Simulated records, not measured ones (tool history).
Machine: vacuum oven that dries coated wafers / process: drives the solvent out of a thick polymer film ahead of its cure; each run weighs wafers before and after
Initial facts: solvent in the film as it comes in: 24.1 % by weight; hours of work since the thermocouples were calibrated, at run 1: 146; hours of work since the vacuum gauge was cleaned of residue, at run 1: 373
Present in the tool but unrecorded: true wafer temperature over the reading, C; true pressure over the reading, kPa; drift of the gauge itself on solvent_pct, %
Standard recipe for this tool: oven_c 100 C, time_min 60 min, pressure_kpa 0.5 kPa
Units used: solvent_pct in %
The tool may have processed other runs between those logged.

run    hour  oven_c  time_min  pressure_kpa  hours of work since the thermocouples were calibrated  hours of work since the vacuum gauge was cleaned of residue  solvent_pct
  1       0     100        60           0.5                                                    146                                                          373         5.27
  2    96.8     100        60         0.413                                                    196                                                          423         5.17
  3   175.9     100        60         0.413                                                    238                                                          465         5.22
  4   225.2     100        60         0.413                                                    263                                                          490         5.26
  5   321.9     100        60         0.413                                                    313                                                          540         5.37
  6   402.5     100        60           0.5                                                    355                                                          582         5.49
  7   499.4     100        60           0.5                                                    406                                                          633         5.51
  8   592.3     100        60           0.5                                                    454                                                          681         5.35
  9   648.8     100        60           0.5                                                    483                                                          710          5.5
 10   695.8     100        60           0.5                                                    508                                                          735         5.48
 11   787.3     100        60           0.5                                                    555                                                          782         5.58
 12   838.5     100        60           0.5                                                    582                                                          809         5.54
 13   906.7     100       100           0.5                                                    617                                                          844         2.92
      913.2  -- vacuum gauge cleaned of residue and calibrated
 14  1005.8     100       100           0.5                                                    668                                                           48         3.23
 15  1066.4     100        60         0.438                                                    700                                                           80         5.72
 16  1164.9     100        60         0.438                                                    751                                                          131         5.79

Expected results for the next run?
 17  1214.6     100        60         0.438                                                    777                                                          157            ?

solvent_pct: 5.74 %
Had the tool carried no hidden state, the very same run would have given solvent_pct 4.98 %.
